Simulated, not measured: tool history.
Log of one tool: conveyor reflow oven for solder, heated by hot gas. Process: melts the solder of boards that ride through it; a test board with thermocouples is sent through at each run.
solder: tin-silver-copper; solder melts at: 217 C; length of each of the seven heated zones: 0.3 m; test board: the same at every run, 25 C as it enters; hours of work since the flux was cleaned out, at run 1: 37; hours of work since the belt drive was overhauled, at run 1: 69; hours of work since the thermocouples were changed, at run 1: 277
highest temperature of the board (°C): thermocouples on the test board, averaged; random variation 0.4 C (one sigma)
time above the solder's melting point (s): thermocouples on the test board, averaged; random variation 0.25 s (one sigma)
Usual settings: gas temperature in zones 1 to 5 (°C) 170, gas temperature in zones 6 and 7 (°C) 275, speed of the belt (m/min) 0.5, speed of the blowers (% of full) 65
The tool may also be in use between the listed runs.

| run | hour | gas temperature in zones 1 to 5 (°C) | gas temperature in zones 6 and 7 (°C) | speed of the belt (m/min) | speed of the blowers (% of full) | hours of work since the flux was cleaned out | hours of work since the belt drive was overhauled | hours of work since the thermocouples were changed | highest temperature of the board (°C) | time above the solder's melting point (s) |
|---|---|---|---|---|---|---|---|---|---|---|
| 1 | 0 | 170 | 275 | 0.5 | 65 | 37 | 69 | 277 | 256 | 54.8 |
| 2 | 10.5 | 170 | 275 | 0.5 | 65 | 42 | 74 | 282 | 256.4 | 55 |
| 3 | 26.1 | 179 | 275 | 0.5 | 65 | 50 | 82 | 290 | 257.9 | 58.5 |
| 4 | 45.8 | 179 | 275 | 0.5 | 65 | 60 | 92 | 300 | 257.7 | 58.5 |
| 5 | 60.1 | 170 | 275 | 0.5 | 65 | 67 | 100 | 307 | 255.6 | 54.4 |
| 6 | 70 | 170 | 275 | 0.5 | 52 | 72 | 105 | 312 | 253 | 52.4 |
| 7 | 84.6 | 170 | 275 | 0.5 | 52 | 79 | 112 | 320 | 252.6 | 52.2 |
| 8 | 98.9 | 170 | 275 | 0.5 | 52 | 87 | 119 | 327 | 253.5 | 52.2 |
| 9 | 111.4 | 170 | 275 | 0.5 | 61 | 93 | 125 | 333 | 255.1 | 53.8 |
| 10 | 121.7 | 170 | 275 | 0.5 | 61 | 98 | 131 | 338 | 255 | 53.9 |
| 11 | 133.8 | 170 | 275 | 0.5 | 65 | 104 | 137 | 344 | 255.9 | 53.9 |
| 12 | 147.2 | 170 | 275 | 0.5 | 65 | 111 | 144 | 351 | 255.4 | 54.7 |
| 13 | 156.2 | 158 | 275 | 0.5 | 65 | 116 | 148 | 356 | 252.9 | 49.3 |
| 14 | 171.6 | 181 | 275 | 0.404 | 65 | 123 | 156 | 364 | 262.7 | 78.9 |
| 15 | 190.1 | 181 | 275 | 0.404 | 65 | 133 | 165 | 373 | 262.8 | 78.8 |
| 16 | 210.3 | 170 | 275 | 0.588 | 65 | 143 | 175 | 383 | 248.7 | 41.4 |
| 17 | 219.6 | 170 | 275 | 0.48 | 82 | 148 | 180 | 388 | 259.7 | 59.4 |
| 18 | 227.9 | 170 | 275 | 0.501 | 82 | 152 | 184 | 392 | 258.1 | 56.1 |
| 19 | 237.5 | 170 | 275 | 0.402 | 82 | 157 | 189 | 397 | 264.9 | 75.3 |
| 20 | 248.8 | 170 | 275 | 0.402 | 82 | 162 | 195 | 403 | 264.3 | 75.7 |
| 21 | 260.8 | 157 | 275 | 0.54 | 82 | 168 | 201 | 409 | 253.2 | 44.9 |
| 22 | 270.1 | 156 | 289 | 0.444 | 57 | 173 | 206 | 413 | 267.6 | 65.3 |
| 23 | 287.2 | 168 | 275 | 0.46 | 62 | 182 | 214 | 422 | 256.5 | 59.6 |
| 24 | 307.2 | 168 | 275 | 0.46 | 62 | 192 | 224 | 432 | 256.9 | 59.9 |
| 25 | 315.8 | 156 | 275 | 0.53 | 61 | 196 | 229 | 436 | 248.7 | 42.1 |
| 26 | 335 | 170 | 271 | 0.493 | 65 | 206 | 239 | 446 | 251.5 | 52.8 |

Forecast each of these 4 alternatives for the next run:
| A | 355 | 180 | 278 | 0.542 | 65 | 216 | 249 | 456 | ? | ? |
| B | 355 | 170 | 267 | 0.505 | 82 | 216 | 249 | 456 | ? | ? |
| C | 355 | 170 | 275 | 0.537 | 65 | 216 | 249 | 456 | ? | ? |
| D | 355 | 170 | 290 | 0.493 | 65 | 216 | 249 | 456 | ? | ? |

| run | highest temperature of the board (°C) | time above the solder's melting point (s) |
|---|---|---|
| A | 256.3 | 53.2 |
| B | 250.2 | 50.3 |
| C | 251.1 | 47.2 |
| D | 268.3 | 62.2 |
Without the tool's hidden state the same runs would have given:
| run | highest temperature of the board (°C) | time above the solder's melting point (s) |
|---|---|---|
| A | 259.1 | 54.9 |
| B | 252.9 | 52.5 |
| C | 254 | 49.3 |
| D | 271.2 | 63.6 |

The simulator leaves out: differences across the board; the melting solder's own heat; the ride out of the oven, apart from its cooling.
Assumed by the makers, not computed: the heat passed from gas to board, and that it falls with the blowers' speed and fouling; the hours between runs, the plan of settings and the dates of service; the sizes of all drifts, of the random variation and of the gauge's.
